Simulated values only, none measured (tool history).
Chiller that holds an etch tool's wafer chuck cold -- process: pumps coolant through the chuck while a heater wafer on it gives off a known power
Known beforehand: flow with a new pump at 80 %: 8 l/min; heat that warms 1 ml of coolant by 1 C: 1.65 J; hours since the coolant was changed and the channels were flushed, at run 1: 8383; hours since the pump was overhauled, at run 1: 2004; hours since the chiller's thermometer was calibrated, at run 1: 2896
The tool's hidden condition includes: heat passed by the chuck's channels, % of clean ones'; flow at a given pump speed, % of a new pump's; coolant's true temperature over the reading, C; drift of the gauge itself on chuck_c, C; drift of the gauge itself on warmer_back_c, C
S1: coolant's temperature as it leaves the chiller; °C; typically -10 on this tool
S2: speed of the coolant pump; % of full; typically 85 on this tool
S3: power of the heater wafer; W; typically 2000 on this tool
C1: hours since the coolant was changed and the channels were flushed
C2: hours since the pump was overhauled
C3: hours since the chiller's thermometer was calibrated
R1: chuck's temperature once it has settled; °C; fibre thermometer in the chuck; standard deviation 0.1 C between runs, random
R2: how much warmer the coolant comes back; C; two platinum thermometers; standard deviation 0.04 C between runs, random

run    hour   S1  S2    S3    C1    C2    C3     R1     R2
  1       0  -10  85  2000  8383  2004  2896      5   8.55
  2      40  -10  85  2000  8423  2044  2936    4.8   8.55
  3    80.3  -10  85  2000  8463  2084  2976    4.8   8.64
  4   120.6  -10  85  2000  8503  2124  3016      5   8.53
  5     160  -10  85  1006  8543  2164  3056   -2.7    4.3
  6   213.8  -10  85  2000  8597  2218  3109      5    8.5
  7   239.5  -10  85  2000  8622  2243  3135    4.8   8.54
  8   278.5  -10  85  1679  8661  2282  3174    2.2   7.03
  9     329  -10  85  1679  8712  2333  3225    2.2   7.03
 10   368.2  -10  85  2000  8751  2372  3264    4.7   8.52
 11   418.8  -10  85  2000  8802  2423  3314    4.9   8.46
 12   463.7  -10  85  2000  8847  2468  3359    4.8   8.37
 13     512  -10  85  2000  8895  2516  3408    4.7   8.43
 14     537   -5  85  2000  8920  2541  3433    9.8   8.44
 15   565.9   -5  85  2000  8949  2570  3461    9.7   8.37
      575.9  -- coolant changed, channels flushed
 16   626.7  -10  85  2000    51  2624  3516    4.8   8.34
 17   666.8  -10  85  2000    91  2665  3556      5   8.28
 18   699.6   -9  99  2525   124  2697  3589    7.7   9.16
 19   733.1  -18  97  2642   157  2731  3623      0   9.69
 20   788.1  -10  85  1538   212  2786  3678    1.5   6.36
 21     827  -19  73  2187   251  2825  3717   -1.2  10.72
 22   878.7   -2  73  2187   303  2876  3768     16  10.55
 23   931.6   -9  77  2106   356  2929  3821    7.8   9.66
 24   956.4   -3  81  2784   381  2954  3846   18.5  12.24
 25   979.3  -17  98  2000   403  2977  3869   -3.5   7.17
 26  1019.5  -17  98  2000   444  3017  3909   -3.7    7.2
 27    1060   -1  70  2053   484  3058  3950   16.3  10.23
 28  1102.1   -1  70  2164   526  3100  3992   17.4  10.87
 29  1125.7  -10  66  1882   550  3124  4015    6.6     10
 30  1159.4   -2  85  2000   583  3157  4049     13   8.24
 31  1206.8  -19  85  1163   631  3205  4096  -10.4   4.62

Branching from run 31: 4 alternative next runs. What would each branch give?
  A  1229  -10  62  2000  653  3227  4119   ?   ?
  B  1229  -18  85  2000  653  3227  4119   ?   ?
  C  1229  -19  85  2036  653  3227  4119   ?   ?
  D  1229   -6  69  1804  653  3227  4119   ?   ?

run    R1     R2
  A   8.7  11.26
  B  -3.3   8.23
  C  -3.7   8.38
  D   9.5   9.15
The same runs, with their run-to-run variation unchanged, on a tool lacking any hidden condition would have given:
run    R1     R2
  A   8.7  11.62
  B  -3.3   8.59
  C  -3.7   8.74
  D   9.5   9.51
